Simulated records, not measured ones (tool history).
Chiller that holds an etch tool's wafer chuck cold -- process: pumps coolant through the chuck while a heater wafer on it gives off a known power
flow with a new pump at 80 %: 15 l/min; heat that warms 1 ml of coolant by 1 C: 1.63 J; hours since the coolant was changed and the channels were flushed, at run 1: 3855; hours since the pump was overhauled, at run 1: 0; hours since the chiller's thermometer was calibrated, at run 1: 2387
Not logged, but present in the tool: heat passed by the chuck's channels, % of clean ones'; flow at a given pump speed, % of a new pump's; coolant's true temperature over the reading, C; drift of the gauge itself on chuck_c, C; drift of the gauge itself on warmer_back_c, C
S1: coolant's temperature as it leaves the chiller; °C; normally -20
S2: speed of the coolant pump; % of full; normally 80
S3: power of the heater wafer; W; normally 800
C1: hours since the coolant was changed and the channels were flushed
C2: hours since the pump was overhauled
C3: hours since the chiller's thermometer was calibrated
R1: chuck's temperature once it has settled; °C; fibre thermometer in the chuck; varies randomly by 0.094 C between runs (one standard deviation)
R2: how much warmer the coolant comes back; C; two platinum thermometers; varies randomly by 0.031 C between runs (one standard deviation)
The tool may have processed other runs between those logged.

run 1 hour=0 | S1=-20 S2=80 S3=800 | C1=3855 C2=0 C3=2387 | R1=-15.06 R2=2
run 2 hour=21.1 | S1=-20 S2=80 S3=800 | C1=3876 C2=21 C3=2408 | R1=-14.8 R2=2.01
run 3 hour=39.9 | S1=-11 S2=80 S3=800 | C1=3895 C2=40 C3=2426 | R1=-5.81 R2=1.92
run 4 hour=58.5 | S1=-20 S2=61 S3=800 | C1=3913 C2=59 C3=2445 | R1=-13.68 R2=2.71
run 5 hour=82.1 | S1=-20 S2=61 S3=800 | C1=3937 C2=82 C3=2469 | R1=-13.75 R2=2.71
run 6 hour=111.2 | S1=-20 S2=80 S3=800 | C1=3966 C2=112 C3=2498 | R1=-14.8 R2=2.02
run 7 hour=125.4 | S1=-10 S2=100 S3=755 | C1=3980 C2=126 C3=2512 | R1=-5.9 R2=1.56
run 8 hour=145.9 | S1=-26 S2=100 S3=526 | C1=4001 C2=146 C3=2532 | R1=-23.11 R2=1.06
run 9 hour=168.1 | S1=-25 S2=76 S3=511 | C1=4023 C2=168 C3=2555 | R1=-21.48 R2=1.44
run 10 hour=186.8 | S1=-13 S2=76 S3=674 | C1=4042 C2=187 C3=2573 | R1=-8.48 R2=1.9
run 11 hour=211.2 | S1=-13 S2=63 S3=674 | C1=4066 C2=212 C3=2598 | R1=-7.78 R2=2.26

Alternative continuations, all from the tool just after run 11; predict every row:
run A hour=236.2 | S1=-16 S2=93 S3=800 | C1=4091 C2=237 C3=2623 | R1=? R2=?
run B hour=236.2 | S1=-20 S2=80 S3=1163 | C1=4091 C2=237 C3=2623 | R1=? R2=?
run C hour=236.2 | S1=-15 S2=86 S3=527 | C1=4091 C2=237 C3=2623 | R1=? R2=?
run D hour=236.2 | S1=-21 S2=67 S3=800 | C1=4091 C2=237 C3=2623 | R1=? R2=?

run=A R1=-11.34 R2=1.82
run=B R1=-12.28 R2=3.04
run=C R1=-11.8 R2=1.37
run=D R1=-15.1 R2=2.56
Without the tool's hidden state the same runs would have given:
run=A R1=-11.35 R2=1.67
run=B R1=-12.29 R2=2.89
run=C R1=-11.8 R2=1.22
run=D R1=-15.11 R2=2.41
